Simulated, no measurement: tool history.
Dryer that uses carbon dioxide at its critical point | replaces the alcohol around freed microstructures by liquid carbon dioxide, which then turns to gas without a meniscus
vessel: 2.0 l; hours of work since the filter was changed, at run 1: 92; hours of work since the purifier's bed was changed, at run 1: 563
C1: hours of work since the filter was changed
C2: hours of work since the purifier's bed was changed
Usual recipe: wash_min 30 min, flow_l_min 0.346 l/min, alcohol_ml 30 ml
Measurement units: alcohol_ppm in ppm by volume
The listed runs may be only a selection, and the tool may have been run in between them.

Run 1, hour 0.0: usual settings; C1 92; C2 563. Result: alcohol_ppm 316 ppm by volume.
Run 2, hour 47.7: usual settings; C1 107; C2 578. Result: alcohol_ppm 323 ppm by volume.
Run 3, hour 77.0: usual settings; C1 116; C2 587. Result: alcohol_ppm 339 ppm by volume.
Run 4, hour 113.5: usual settings but alcohol_ml 40 ml; C1 127; C2 598. Result: alcohol_ppm 397 ppm by volume.
Run 5, hour 150.8: usual settings but wash_min 38 min; C1 139; C2 610. Result: alcohol_ppm 218 ppm by volume.
Run 6, hour 190.1: usual settings but wash_min 38 min; C1 151; C2 622. Result: alcohol_ppm 218 ppm by volume.
Run 7, hour 212.4: usual settings but wash_min 38 min; C1 158; C2 629. Result: alcohol_ppm 219 ppm by volume.
Run 8, hour 240.5: usual settings but wash_min 38 min; C1 167; C2 638. Result: alcohol_ppm 237 ppm by volume.
Run 9, hour 263.9: usual settings but wash_min 34 min; C1 174; C2 645. Result: alcohol_ppm 280 ppm by volume.
Run 10, hour 287.6: usual settings but wash_min 34 min; C1 182; C2 652. Result: alcohol_ppm 273 ppm by volume.
Run 11, hour 326.0: usual settings but alcohol_ml 21 ml; C1 193; C2 664. Result: alcohol_ppm 310 ppm by volume.
Run 12, hour 359.9: usual settings; C1 204; C2 675. Result: alcohol_ppm 373 ppm by volume.
Run 13, hour 398.9: usual settings; C1 216; C2 687. Result: alcohol_ppm 379 ppm by volume.
Run 14, hour 421.2: usual settings but wash_min 33 min, alcohol_ml 111 ml; C1 223; C2 694. Result: alcohol_ppm 655 ppm by volume.
Run 15, hour 468.1: usual settings but wash_min 19 min, flow_l_min 0.298 l/min, alcohol_ml 54 ml; C1 238; C2 708. Result: alcohol_ppm 2774 ppm by volume.
Run 16, hour 491.9: usual settings but wash_min 19 min, flow_l_min 0.232 l/min, alcohol_ml 73 ml; C1 245; C2 716. Result: alcohol_ppm 6056 ppm by volume.
Run 17, hour 516.8: usual settings but flow_l_min 0.215 l/min; C1 253; C2 723. Result: alcohol_ppm 1228 ppm by volume.
Run 18, hour 539.3: usual settings but flow_l_min 0.215 l/min; C1 260; C2 730. Result: alcohol_ppm 1201 ppm by volume.
Run 19, hour 561.8: usual settings but wash_min 24 min, flow_l_min 0.489 l/min, alcohol_ml 87 ml; C1 267; C2 737. Result: alcohol_ppm 510 ppm by volume.
Run 20, hour 585.4: usual settings but wash_min 21 min, flow_l_min 0.232 l/min, alcohol_ml 71 ml; C1 274; C2 745. Result: alcohol_ppm 4891 ppm by volume.
Run 21, hour 617.7: usual settings but flow_l_min 0.381 l/min, alcohol_ml 21 ml; C1 284; C2 755. Result: alcohol_ppm 288 ppm by volume.
Run 22, hour 645.9: usual settings but flow_l_min 0.291 l/min, alcohol_ml 46 ml; C1 293; C2 763. Result: alcohol_ppm 836 ppm by volume.
Run 23, hour 668.0: usual settings but flow_l_min 0.291 l/min, alcohol_ml 46 ml; C1 300; C2 770. Result: alcohol_ppm 832 ppm by volume.
Run 24, hour 704.5: usual settings but flow_l_min 0.354 l/min, alcohol_ml 24 ml; C1 311; C2 782. Result: alcohol_ppm 349 ppm by volume.
Run 25, hour 749.4: usual settings but flow_l_min 0.354 l/min, alcohol_ml 24 ml; C1 325; C2 795. Result: alcohol_ppm 366 ppm by volume.
At hour 766.0: inlet filter changed.
Run 26, hour 787.8: usual settings but wash_min 21 min, flow_l_min 0.306 l/min, alcohol_ml 119 ml; C1 7; C2 807. Result: alcohol_ppm 3641 ppm by volume.

Branching from run 26: 3 alternative next runs. What would each branch give?
Run A, hour 819.5: usual settings but wash_min 23 min, flow_l_min 0.287 l/min, alcohol_ml 117 ml; C1 17; C2 817. Result: alcohol_ppm ?.
Run B, hour 819.5: usual settings but wash_min 21 min, flow_l_min 0.369 l/min, alcohol_ml 23 ml; C1 17; C2 817. Result: alcohol_ppm ?.
Run C, hour 819.5: usual settings but wash_min 44 min, flow_l_min 0.369 l/min, alcohol_ml 51 ml; C1 17; C2 817. Result: alcohol_ppm ?.

run  alcohol_ppm
  A         3423
  B          606
  C          237
The same runs, with their run-to-run variation unchanged, on a tool lacking any hidden condition would have given:
run  alcohol_ppm
  A         3161
  B          385
  C           29

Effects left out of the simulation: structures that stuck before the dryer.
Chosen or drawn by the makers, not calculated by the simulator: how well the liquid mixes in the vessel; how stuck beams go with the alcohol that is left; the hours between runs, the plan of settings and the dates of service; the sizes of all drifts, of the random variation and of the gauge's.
